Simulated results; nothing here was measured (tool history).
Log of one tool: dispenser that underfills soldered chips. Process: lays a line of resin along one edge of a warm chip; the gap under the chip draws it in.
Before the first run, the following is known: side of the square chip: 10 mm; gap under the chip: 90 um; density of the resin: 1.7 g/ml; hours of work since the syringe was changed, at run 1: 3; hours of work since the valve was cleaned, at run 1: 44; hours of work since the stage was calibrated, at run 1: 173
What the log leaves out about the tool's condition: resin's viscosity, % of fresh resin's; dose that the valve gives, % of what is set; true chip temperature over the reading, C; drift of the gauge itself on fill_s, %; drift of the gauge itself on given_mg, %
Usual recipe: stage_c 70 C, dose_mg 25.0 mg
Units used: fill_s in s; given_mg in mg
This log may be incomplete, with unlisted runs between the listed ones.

| run | hour | stage_c | dose_mg | hours of work since the syringe was changed | hours of work since the valve was cleaned | hours of work since the stage was calibrated | fill_s | given_mg |
|---|---|---|---|---|---|---|---|---|
| 1 | 0.0 | 70 | 25.0 | 3 | 44 | 173 | 49.1 | 24.39 |
|  | 9.3 | new syringe of resin |
| 2 | 10.3 | 70 | 25.0 | 1 | 51 | 180 | 41.5 | 24.20 |
| 3 | 18.1 | 70 | 25.0 | 6 | 57 | 186 | 61.3 | 24.19 |
|  | 22.7 | new syringe of resin |
| 4 | 23.5 | 70 | 25.0 | 1 | 61 | 189 | 43.1 | 24.07 |
| 5 | 34.0 | 70 | 22.9 | 8 | 68 | 197 | 72.3 | 21.89 |
|  | 36.1 | new syringe of resin |
| 6 | 44.2 | 70 | 29.2 | 6 | 76 | 204 | 59.2 | 28.12 |
|  | 49.2 | new syringe of resin |
| 7 | 50.3 | 70 | 22.2 | 1 | 80 | 208 | 43.1 | 21.14 |
| 8 | 57.5 | 70 | 25.0 | 6 | 85 | 214 | 61.1 | 23.63 |
|  | 62.7 | new syringe of resin |
| 9 | 68.3 | 70 | 26.4 | 4 | 93 | 221 | 53.5 | 24.96 |
| 10 | 74.1 | 70 | 26.4 | 8 | 97 | 225 | 71.1 | 24.83 |
|  | 76.1 | new syringe of resin |
| 11 | 80.1 | 82 | 25.0 | 3 | 101 | 230 | 33.9 | 23.44 |
|  | 89.3 | new syringe of resin |
| 12 | 89.3 | 82 | 25.0 | 0 | 108 | 236 | 27.4 | 23.34 |
| 13 | 95.5 | 82 | 25.0 | 5 | 112 | 241 | 37.1 | 23.33 |
| 14 | 101.3 | 59 | 25.2 | 9 | 116 | 245 | 106.6 | 23.57 |
|  | 102.5 | new syringe of resin |
|  | 103.5 | dispensing valve cleaned and set on the balance |
| 15 | 113.0 | 82 | 27.9 | 7 | 7 | 252 | 42.4 | 27.75 |
|  | 116.9 | new syringe of resin |
| 16 | 121.8 | 56 | 27.7 | 4 | 13 | 259 | 83.3 | 27.32 |
|  | 130.3 | new syringe of resin |
| 17 | 132.2 | 79 | 23.3 | 1 | 20 | 266 | 34.1 | 22.79 |
| 18 | 140.3 | 79 | 23.3 | 7 | 26 | 272 | 50.3 | 23.08 |
|  | 143.7 | new syringe of resin |
| 19 | 152.0 | 79 | 23.3 | 6 | 35 | 280 | 46.8 | 22.75 |
|  | 156.9 | new syringe of resin |
| 20 | 157.2 | 79 | 23.3 | 0 | 38 | 284 | 31.9 | 22.88 |
| 21 | 168.1 | 74 | 23.0 | 8 | 46 | 292 | 63.0 | 22.52 |
|  | 170.3 | new syringe of resin |
| 22 | 175.6 | 74 | 22.2 | 4 | 51 | 297 | 47.9 | 21.48 |
| 23 | 181.9 | 65 | 22.2 | 8 | 56 | 302 | 88.6 | 21.50 |
|  | 183.5 | new syringe of resin |
| 24 | 192.9 | 61 | 23.7 | 7 | 64 | 309 | 90.6 | 22.84 |
|  | 196.4 | new syringe of resin |
| 25 | 198.7 | 70 | 25.0 | 2 | 68 | 313 | 47.2 | 24.09 |
| 26 | 204.3 | 70 | 25.0 | 6 | 72 | 317 | 61.6 | 23.92 |

Across each entry between runs, compare the hidden state at the last listed run before it with the hidden state at the first listed run after it:
Run 1 -> run 2: new syringe of resin (hour 9.3)
  resin's viscosity, % of fresh resin's: 120.3 -> 104.1; dose that the valve gives, % of what is set: 97.22 -> 96.76; true chip temperature over the reading, C: -0.77 -> -0.79
  measured value less the no-hidden-state value, fill_s: +9.4 -> +2.8 s; given_mg: -0.69 -> -0.81 mg
Run 3 -> run 4: new syringe of resin (hour 22.7)
  resin's viscosity, % of fresh resin's: 153 -> 104.4; dose that the valve gives, % of what is set: 96.39 -> 96.18; true chip temperature over the reading, C: -0.81 -> -0.82
  measured value less the no-hidden-state value, fill_s: +22.6 -> +3.1 s; given_mg: -0.91 -> -0.96 mg
Run 5 -> run 6: new syringe of resin (hour 36.1)
  resin's viscosity, % of fresh resin's: 175 -> 150.2; dose that the valve gives, % of what is set: 95.71 -> 95.3; true chip temperature over the reading, C: -0.85 -> -0.87
  measured value less the no-hidden-state value, fill_s: +32.4 -> +21.1 s; given_mg: -0.98 -> -1.38 mg
Run 6 -> run 7: new syringe of resin (hour 49.2)
  resin's viscosity, % of fresh resin's: 150.2 -> 105.2; dose that the valve gives, % of what is set: 95.3 -> 95.03; true chip temperature over the reading, C: -0.87 -> -0.88
  measured value less the no-hidden-state value, fill_s: +21.1 -> +3.8 s; given_mg: -1.38 -> -1.11 mg
Run 8 -> run 9: new syringe of resin (hour 62.7)
  resin's viscosity, % of fresh resin's: 150.4 -> 131.4; dose that the valve gives, % of what is set: 94.72 -> 94.27; true chip temperature over the reading, C: -0.9 -> -0.92
  measured value less the no-hidden-state value, fill_s: +21.9 -> +14.4 s; given_mg: -1.32 -> -1.51 mg
Run 10 -> run 11: new syringe of resin (hour 76.1)
  resin's viscosity, % of fresh resin's: 174.7 -> 121.1; dose that the valve gives, % of what is set: 94.04 -> 93.78; true chip temperature over the reading, C: -0.93 -> -0.95
  measured value less the no-hidden-state value, fill_s: +31.9 -> +6.9 s; given_mg: -1.58 -> -1.56 mg
Run 11 -> run 12: new syringe of resin (hour 89.3)
  resin's viscosity, % of fresh resin's: 121.1 -> 99.1; dose that the valve gives, % of what is set: 93.78 -> 93.4; true chip temperature over the reading, C: -0.95 -> -0.97
  measured value less the no-hidden-state value, fill_s: +6.9 -> +0.8 s; given_mg: -1.56 -> -1.64 mg
Run 14 -> run 15: new syringe of resin (hour 102.5); dispensing valve cleaned and set on the balance (hour 103.5)
  resin's viscosity, % of fresh resin's: 178.7 -> 159; dose that the valve gives, % of what is set: 92.88 -> 99.76; true chip temperature over the reading, C: -1 -> -1.02
  measured value less the no-hidden-state value, fill_s: +49.6 -> +16.8 s; given_mg: -1.81 -> -0.07 mg
Run 15 -> run 16: new syringe of resin (hour 116.9)
  resin's viscosity, % of fresh resin's: 159 -> 126.7; dose that the valve gives, % of what is set: 99.76 -> 99.37; true chip temperature over the reading, C: -1.02 -> -1.04
  measured value less the no-hidden-state value, fill_s: +16.8 -> +20.1 s; given_mg: -0.07 -> -0.17 mg
Run 16 -> run 17: new syringe of resin (hour 130.3)
  resin's viscosity, % of fresh resin's: 126.7 -> 110.4; dose that the valve gives, % of what is set: 99.37 -> 98.93; true chip temperature over the reading, C: -1.04 -> -1.06
  measured value less the no-hidden-state value, fill_s: +20.1 -> +4.3 s; given_mg: -0.17 -> -0.24 mg
Run 18 -> run 19: new syringe of resin (hour 143.7)
  resin's viscosity, % of fresh resin's: 164 -> 150.8; dose that the valve gives, % of what is set: 98.59 -> 98.09; true chip temperature over the reading, C: -1.08 -> -1.1
  measured value less the no-hidden-state value, fill_s: +20.8 -> +16.9 s; given_mg: -0.33 -> -0.45 mg
Run 19 -> run 20: new syringe of resin (hour 156.9)
  resin's viscosity, % of fresh resin's: 150.8 -> 102.5; dose that the valve gives, % of what is set: 98.09 -> 97.88; true chip temperature over the reading, C: -1.1 -> -1.11
  measured value less the no-hidden-state value, fill_s: +16.9 -> +1.9 s; given_mg: -0.45 -> -0.49 mg
Run 21 -> run 22: new syringe of resin (hour 170.3)
  resin's viscosity, % of fresh resin's: 174.7 -> 128.8; dose that the valve gives, % of what is set: 97.45 -> 97.15; true chip temperature over the reading, C: -1.14 -> -1.15
  measured value less the no-hidden-state value, fill_s: +28.7 -> +12.2 s; given_mg: -0.59 -> -0.63 mg
Run 23 -> run 24: new syringe of resin (hour 183.5)
  resin's viscosity, % of fresh resin's: 175 -> 158.9; dose that the valve gives, % of what is set: 96.89 -> 96.46; true chip temperature over the reading, C: -1.17 -> -1.19
  measured value less the no-hidden-state value, fill_s: +40.2 -> +36.2 s; given_mg: -0.69 -> -0.84 mg
Run 24 -> run 25: new syringe of resin (hour 196.4)
  resin's viscosity, % of fresh resin's: 158.9 -> 112.4; dose that the valve gives, % of what is set: 96.46 -> 96.22; true chip temperature over the reading, C: -1.19 -> -1.21
  measured value less the no-hidden-state value, fill_s: +36.2 -> +7.1 s; given_mg: -0.84 -> -0.95 mg
